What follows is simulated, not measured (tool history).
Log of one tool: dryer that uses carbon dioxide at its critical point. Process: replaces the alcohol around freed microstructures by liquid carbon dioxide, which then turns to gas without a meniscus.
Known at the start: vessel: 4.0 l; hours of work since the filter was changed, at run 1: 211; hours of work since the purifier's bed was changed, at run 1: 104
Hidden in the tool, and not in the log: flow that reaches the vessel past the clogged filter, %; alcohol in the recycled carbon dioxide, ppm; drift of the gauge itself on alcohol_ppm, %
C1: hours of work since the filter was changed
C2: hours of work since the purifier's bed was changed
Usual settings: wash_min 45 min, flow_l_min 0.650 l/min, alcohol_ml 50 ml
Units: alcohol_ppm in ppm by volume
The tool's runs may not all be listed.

Run 1, hour 0.0: usual settings; C1 211; C2 104. Result: alcohol_ppm 110 ppm by volume.
Run 2, hour 18.2: usual settings; C1 219; C2 112. Result: alcohol_ppm 105 ppm by volume.
Run 3, hour 34.7: usual settings but wash_min 33 min; C1 226; C2 119. Result: alcohol_ppm 354 ppm by volume.
Run 4, hour 52.3: usual settings but wash_min 44 min; C1 233; C2 126. Result: alcohol_ppm 129 ppm by volume.
Run 5, hour 64.4: usual settings but wash_min 44 min; C1 239; C2 132. Result: alcohol_ppm 130 ppm by volume.
Run 6, hour 76.7: usual settings; C1 244; C2 137. Result: alcohol_ppm 118 ppm by volume.
Run 7, hour 90.2: usual settings; C1 250; C2 143. Result: alcohol_ppm 123 ppm by volume.
Run 8, hour 98.9: usual settings; C1 253; C2 146. Result: alcohol_ppm 128 ppm by volume.
Run 9, hour 108.7: usual settings; C1 257; C2 150. Result: alcohol_ppm 127 ppm by volume.
Run 10, hour 123.0: usual settings but wash_min 70 min; C1 263; C2 156. Result: alcohol_ppm 33 ppm by volume.
Run 11, hour 141.1: usual settings but wash_min 66 min, flow_l_min 0.672 l/min, alcohol_ml 32 ml; C1 271; C2 164. Result: alcohol_ppm 37 ppm by volume.
Run 12, hour 158.0: usual settings but alcohol_ml 110 ml; C1 278; C2 171. Result: alcohol_ppm 248 ppm by volume.
Run 13, hour 170.9: usual settings but alcohol_ml 110 ml; C1 284; C2 177. Result: alcohol_ppm 253 ppm by volume.
Run 14, hour 185.4: usual settings but alcohol_ml 110 ml; C1 290; C2 183. Result: alcohol_ppm 262 ppm by volume.
Run 15, hour 196.0: usual settings but wash_min 32 min, alcohol_ml 109 ml; C1 294; C2 187. Result: alcohol_ppm 934 ppm by volume.
Run 16, hour 204.2: usual settings but wash_min 50 min, flow_l_min 0.850 l/min, alcohol_ml 95 ml; C1 298; C2 191. Result: alcohol_ppm 52 ppm by volume.
Run 17, hour 211.8: usual settings but wash_min 50 min, flow_l_min 0.850 l/min, alcohol_ml 95 ml; C1 301; C2 194. Result: alcohol_ppm 71 ppm by volume.

Forecast each of these 3 alternatives for the next run:
Run A, hour 228.3: usual settings but wash_min 31 min, flow_l_min 0.850 l/min, alcohol_ml 95 ml; C1 308; C2 201. Result: alcohol_ppm ?.
Run B, hour 228.3: usual settings but wash_min 64 min, flow_l_min 0.519 l/min; C1 308; C2 201. Result: alcohol_ppm ?.
Run C, hour 228.3: usual settings but wash_min 39 min, flow_l_min 0.859 l/min, alcohol_ml 114 ml; C1 308; C2 201. Result: alcohol_ppm ?.

run  alcohol_ppm
  A          389
  B           93
  C          175
Without the tool's hidden state the same runs would have given:
run  alcohol_ppm
  A          171
  B           23
  C           60
